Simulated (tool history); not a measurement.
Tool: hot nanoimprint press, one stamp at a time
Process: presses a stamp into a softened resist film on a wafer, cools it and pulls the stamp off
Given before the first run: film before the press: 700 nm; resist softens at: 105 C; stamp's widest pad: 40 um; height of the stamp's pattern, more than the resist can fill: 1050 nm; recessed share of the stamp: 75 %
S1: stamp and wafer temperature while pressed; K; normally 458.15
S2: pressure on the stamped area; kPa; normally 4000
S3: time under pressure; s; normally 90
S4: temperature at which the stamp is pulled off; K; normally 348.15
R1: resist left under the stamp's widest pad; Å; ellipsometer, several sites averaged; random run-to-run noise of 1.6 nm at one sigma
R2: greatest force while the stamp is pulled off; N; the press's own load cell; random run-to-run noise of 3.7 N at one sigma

run,hour,S1,S2,S3,S4,R1,R2
1,0.0,458.15,4000,90,348.15,2582,228
2,20.9,458.15,4000,90,348.15,2607,234
3,52.1,458.15,4000,75,348.15,2749,179
4,68.4,458.15,4000,75,348.15,2773,190
5,96.6,458.15,4000,90,348.15,2620,192
6,115.0,465.15,4000,90,348.15,2127,203
7,133.8,465.15,4000,145,348.15,1768,204
8,149.3,458.15,4000,90,348.15,2656,206
9,174.7,458.15,4000,90,348.15,2650,222
10,200.9,458.15,4000,90,348.15,2570,217
11,214.8,458.15,4180,90,348.15,2505,216
12,233.9,458.15,4180,90,348.15,2485,227
13,250.2,458.15,4180,90,348.15,2478,237
14,273.0,458.15,4180,90,348.15,2523,172
15,289.7,458.15,4180,90,348.15,2545,188
16,301.5,458.15,4180,90,348.15,2526,184
17,315.9,464.15,4150,124,341.15,1871,205
18,340.6,464.15,2840,162,348.15,2122,199
19,362.6,454.15,3420,64,346.15,3565,214
20,383.0,454.15,3420,64,346.15,3547,217
21,406.9,454.15,3420,64,346.15,3623,219
22,425.6,454.15,3420,64,349.15,3596,211
23,446.6,458.15,4000,78,339.15,2693,246
24,470.2,458.15,5360,90,348.15,2232,234
25,492.5,458.15,5360,90,348.15,2222,186
26,515.4,458.15,5360,90,348.15,2217,189
27,533.9,458.15,6180,90,348.15,2041,189
28,556.4,458.15,6180,90,348.15,2063,206
29,574.4,458.15,6180,90,348.15,2085,204
30,589.4,459.15,2580,168,356.15,2664,189

Withheld: 5 entries from between the runs. Position of each, and hidden state at the listed run before versus the listed run after:
In the gap between runs 2 and 3: stamp cleaned and given a new release coat (hour 38.1)
  true temperature over the reading, C: -0.95 -> -1.01; pressure that arrives at the usual setting, %: 99.38 -> 99.27; grip of the stamp's worn release coat, % over a new coat's: 31.2 -> 2.1
  measured less the result without the state, R1: +89 -> +100 Å; R2: +58 -> +5 N
In the gap between runs 4 and 5: plate thermocouple calibrated (hour 95.8)
  true temperature over the reading, C: -1.05 -> -1.26; pressure that arrives at the usual setting, %: 99.2 -> 99.09; grip of the stamp's worn release coat, % over a new coat's: 4.6 -> 8.4
  measured less the result without the state, R1: +105 -> +120 Å; R2: +11 -> +17 N
In the gap between runs 9 and 10: plate thermocouple calibrated, once more (hour 186.6)
  true temperature over the reading, C: -1.45 -> -0.17; pressure that arrives at the usual setting, %: 98.74 -> 98.65; grip of the stamp's worn release coat, % over a new coat's: 20.6 -> 24.2
  measured less the result without the state, R1: +141 -> +35 Å; R2: +41 -> +42 N
In the gap between runs 13 and 14: stamp cleaned and given a new release coat (hour 262.3)
  true temperature over the reading, C: -0.29 -> -0.33; pressure that arrives at the usual setting, %: 98.43 -> 98.36; grip of the stamp's worn release coat, % over a new coat's: 32.1 -> 1.6
  measured less the result without the state, R1: +48 -> +52 Å; R2: +58 -> +3 N
In the gap between runs 24 and 25: stamp cleaned and given a new release coat (hour 479.6)
  true temperature over the reading, C: -0.81 -> -0.85; pressure that arrives at the usual setting, %: 97.5 -> 97.43; grip of the stamp's worn release coat, % over a new coat's: 32.4 -> 2
  measured less the result without the state, R1: +103 -> +108 Å; R2: +59 -> +5 N
